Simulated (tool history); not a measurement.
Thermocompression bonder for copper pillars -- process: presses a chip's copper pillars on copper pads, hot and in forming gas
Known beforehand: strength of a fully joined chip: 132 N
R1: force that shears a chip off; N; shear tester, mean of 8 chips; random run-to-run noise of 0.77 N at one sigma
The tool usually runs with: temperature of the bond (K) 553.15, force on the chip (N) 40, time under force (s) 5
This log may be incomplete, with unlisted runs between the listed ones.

run 1 hour=0.0 | temperature_of_the_bond_(K)=553.15 force_on_the_chip_(N)=40 time_under_force_(s)=5 | R1=58.8
run 2 hour=11.4 | temperature_of_the_bond_(K)=553.15 force_on_the_chip_(N)=40 time_under_force_(s)=5 | R1=60.5
run 3 hour=18.1 | temperature_of_the_bond_(K)=553.15 force_on_the_chip_(N)=40 time_under_force_(s)=5 | R1=57.9
run 4 hour=24.1 | temperature_of_the_bond_(K)=553.15 force_on_the_chip_(N)=30 time_under_force_(s)=5 | R1=46.0
run 5 hour=30.8 | temperature_of_the_bond_(K)=553.15 force_on_the_chip_(N)=40 time_under_force_(s)=5 | R1=57.1
run 6 hour=36.1 | temperature_of_the_bond_(K)=553.15 force_on_the_chip_(N)=40 time_under_force_(s)=5 | R1=59.3
run 7 hour=43.5 | temperature_of_the_bond_(K)=553.15 force_on_the_chip_(N)=40 time_under_force_(s)=5 | R1=58.6
run 8 hour=53.4 | temperature_of_the_bond_(K)=553.15 force_on_the_chip_(N)=40 time_under_force_(s)=5 | R1=58.2
-- hour=61.6 forming gas filter changed
run 9 hour=63.1 | temperature_of_the_bond_(K)=553.15 force_on_the_chip_(N)=34 time_under_force_(s)=5 | R1=55.6
run 10 hour=70.1 | temperature_of_the_bond_(K)=553.15 force_on_the_chip_(N)=34 time_under_force_(s)=5 | R1=54.0
run 11 hour=80.5 | temperature_of_the_bond_(K)=551.15 force_on_the_chip_(N)=40 time_under_force_(s)=5 | R1=61.5
run 12 hour=86.7 | temperature_of_the_bond_(K)=553.15 force_on_the_chip_(N)=40 time_under_force_(s)=5 | R1=62.6
run 13 hour=92.2 | temperature_of_the_bond_(K)=553.15 force_on_the_chip_(N)=40 time_under_force_(s)=5 | R1=63.9
run 14 hour=100.6 | temperature_of_the_bond_(K)=553.15 force_on_the_chip_(N)=40 time_under_force_(s)=5 | R1=60.6
run 15 hour=109.4 | temperature_of_the_bond_(K)=553.15 force_on_the_chip_(N)=40 time_under_force_(s)=5 | R1=60.7
run 16 hour=118.1 | temperature_of_the_bond_(K)=553.15 force_on_the_chip_(N)=33 time_under_force_(s)=12 | R1=71.7
run 17 hour=128.1 | temperature_of_the_bond_(K)=553.15 force_on_the_chip_(N)=40 time_under_force_(s)=7 | R1=67.9
run 18 hour=136.5 | temperature_of_the_bond_(K)=568.15 force_on_the_chip_(N)=33 time_under_force_(s)=7 | R1=68.8
run 19 hour=142.6 | temperature_of_the_bond_(K)=568.15 force_on_the_chip_(N)=33 time_under_force_(s)=7 | R1=71.8
run 20 hour=150.2 | temperature_of_the_bond_(K)=582.15 force_on_the_chip_(N)=31 time_under_force_(s)=5 | R1=71.8
run 21 hour=159.4 | temperature_of_the_bond_(K)=534.15 force_on_the_chip_(N)=27 time_under_force_(s)=5 | R1=33.5
run 22 hour=164.3 | temperature_of_the_bond_(K)=553.15 force_on_the_chip_(N)=40 time_under_force_(s)=10 | R1=75.3
run 23 hour=169.3 | temperature_of_the_bond_(K)=553.15 force_on_the_chip_(N)=40 time_under_force_(s)=10 | R1=76.1
run 24 hour=175.5 | temperature_of_the_bond_(K)=533.15 force_on_the_chip_(N)=40 time_under_force_(s)=8 | R1=53.2
run 25 hour=186.0 | temperature_of_the_bond_(K)=533.15 force_on_the_chip_(N)=40 time_under_force_(s)=12 | R1=61.3

What does the tool deliver on the next run?
run 26 hour=195.8 | temperature_of_the_bond_(K)=579.15 force_on_the_chip_(N)=26 time_under_force_(s)=5 | R1=?

R1: 59.6 N
Take away the tool's hidden state, keep the run-to-run variation as it was, and the same run would have given R1 59.6 N.

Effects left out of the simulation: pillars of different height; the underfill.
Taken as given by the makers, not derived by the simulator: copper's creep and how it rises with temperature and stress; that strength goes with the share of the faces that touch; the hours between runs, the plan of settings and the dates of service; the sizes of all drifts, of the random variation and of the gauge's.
